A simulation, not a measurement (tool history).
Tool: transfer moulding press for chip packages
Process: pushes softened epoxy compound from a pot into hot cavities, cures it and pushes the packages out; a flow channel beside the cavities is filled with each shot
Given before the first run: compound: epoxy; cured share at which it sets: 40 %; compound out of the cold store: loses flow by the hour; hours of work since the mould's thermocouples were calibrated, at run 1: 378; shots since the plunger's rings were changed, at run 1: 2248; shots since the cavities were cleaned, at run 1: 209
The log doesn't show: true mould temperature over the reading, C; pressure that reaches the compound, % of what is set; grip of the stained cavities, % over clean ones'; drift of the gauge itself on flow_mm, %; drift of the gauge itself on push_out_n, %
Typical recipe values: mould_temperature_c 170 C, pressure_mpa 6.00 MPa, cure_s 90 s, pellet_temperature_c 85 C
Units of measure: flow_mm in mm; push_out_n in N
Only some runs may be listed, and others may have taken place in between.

run	hour	mould_temperature_c	pressure_mpa	cure_s	pellet_temperature_c	hours of work since the mould's thermocouples were calibrated	shots since the plunger's rings were changed	shots since the cavities were cleaned	incoming compound's hours out of the cold store	flow_mm	push_out_n
1	0.0	170	6.00	90	85	378	2248	209	27.0	903	245
2	10.4	170	6.00	90	85	385	2395	356	30.7	888	268
3	27.2	170	6.00	121	85	398	2632	593	23.8	904	272
4	37.4	170	6.00	121	85	405	2777	738	36.3	868	285
# hour 43.4: plunger's sealing rings changed
# hour 53.5: cavities cleaned with cleaning compound and waxed
5	55.0	170	6.00	121	85	415	142	21	14.2	957	197
6	74.6	173	6.00	86	85	429	419	298	31.4	890	252
7	84.4	170	6.00	90	78	436	557	436	25.6	913	269
8	98.1	170	6.00	90	78	446	751	630	47.6	853	289
9	111.4	170	5.25	90	82	455	939	818	31.0	837	302
# hour 120.1: cavities cleaned with cleaning compound and waxed
10	130.2	170	5.25	90	82	468	1183	142	14.3	886	236

Below, some changes in flow_mm between adjacent runs. For each, the amount present without the hidden state too (settings, incoming material, random variation) and the amount remaining for the hidden state with gauge scatter not shared by both compared results:
Run 4 -> 5: plunger's sealing rings changed, cavities cleaned with cleaning compound and waxed. flow_mm +89 mm: hidden state +21, all else +68.
